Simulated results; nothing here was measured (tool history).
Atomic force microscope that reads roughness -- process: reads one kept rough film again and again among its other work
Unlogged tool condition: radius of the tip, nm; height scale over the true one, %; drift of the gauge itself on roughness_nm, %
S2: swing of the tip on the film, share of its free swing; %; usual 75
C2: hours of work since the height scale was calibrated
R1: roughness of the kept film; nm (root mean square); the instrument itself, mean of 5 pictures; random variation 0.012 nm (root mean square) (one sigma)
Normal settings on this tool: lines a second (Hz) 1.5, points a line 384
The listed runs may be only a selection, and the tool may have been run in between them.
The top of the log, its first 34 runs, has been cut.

run 35 hour=262.1 | lines_a_second_(Hz)=1.88 S2=58 points_a_line=780 | pictures_with_this_tip=77 C2=26 | R1=2.88
run 36 hour=270.1 | lines_a_second_(Hz)=1.5 S2=69 points_a_line=258 | pictures_with_this_tip=96 C2=32 | R1=2.775
run 37 hour=275.9 | lines_a_second_(Hz)=1.37 S2=75 points_a_line=805 | pictures_with_this_tip=109 C2=36 | R1=2.735
run 38 hour=281.7 | lines_a_second_(Hz)=1.38 S2=60 points_a_line=462 | pictures_with_this_tip=122 C2=40 | R1=2.861
run 39 hour=286.8 | lines_a_second_(Hz)=1.38 S2=60 points_a_line=510 | pictures_with_this_tip=134 C2=44 | R1=2.857
run 40 hour=293.1 | lines_a_second_(Hz)=1.5 S2=60 points_a_line=510 | pictures_with_this_tip=149 C2=49 | R1=2.829
run 41 hour=299.1 | lines_a_second_(Hz)=1.52 S2=64 points_a_line=860 | pictures_with_this_tip=162 C2=53 | R1=2.794
run 42 hour=304 | lines_a_second_(Hz)=0.97 S2=65 points_a_line=376 | pictures_with_this_tip=174 C2=57 | R1=2.822
run 43 hour=310.9 | lines_a_second_(Hz)=0.97 S2=65 points_a_line=376 | pictures_with_this_tip=190 C2=62 | R1=2.835
run 44 hour=318 | lines_a_second_(Hz)=0.97 S2=65 points_a_line=376 | pictures_with_this_tip=206 C2=67 | R1=2.78
run 45 hour=323.8 | lines_a_second_(Hz)=3.02 S2=67 points_a_line=266 | pictures_with_this_tip=219 C2=71 | R1=2.536
run 46 hour=330.3 | lines_a_second_(Hz)=1.69 S2=63 points_a_line=384 | pictures_with_this_tip=234 C2=76 | R1=2.727
run 47 hour=336.8 | lines_a_second_(Hz)=2.76 S2=68 points_a_line=447 | pictures_with_this_tip=249 C2=81 | R1=2.527
run 48 hour=341.2 | lines_a_second_(Hz)=2.76 S2=68 points_a_line=671 | pictures_with_this_tip=259 C2=84 | R1=2.542
run 49 hour=349.8 | lines_a_second_(Hz)=2.7 S2=84 points_a_line=952 | pictures_with_this_tip=279 C2=90 | R1=2.171

Alternative continuations, all from the tool just after run 49; predict every row:
run A hour=356.6 | lines_a_second_(Hz)=0.63 S2=65 points_a_line=504 | pictures_with_this_tip=295 C2=95 | R1=?
run B hour=356.6 | lines_a_second_(Hz)=1.5 S2=75 points_a_line=501 | pictures_with_this_tip=295 C2=95 | R1=?
run C hour=356.6 | lines_a_second_(Hz)=0.89 S2=84 points_a_line=952 | pictures_with_this_tip=295 C2=95 | R1=?
run D hour=356.6 | lines_a_second_(Hz)=0.54 S2=57 points_a_line=894 | pictures_with_this_tip=295 C2=95 | R1=?
run E hour=356.6 | lines_a_second_(Hz)=0.71 S2=75 points_a_line=384 | pictures_with_this_tip=295 C2=95 | R1=?

run=A R1=2.735
run=B R1=2.575
run=C R1=2.588
run=D R1=2.82
run=E R1=2.729
With the hidden condition removed and each run's random variation left untouched, the same runs would have given:
run=A R1=2.99
run=B R1=2.814
run=C R1=2.829
run=D R1=3.082
run=E R1=2.982
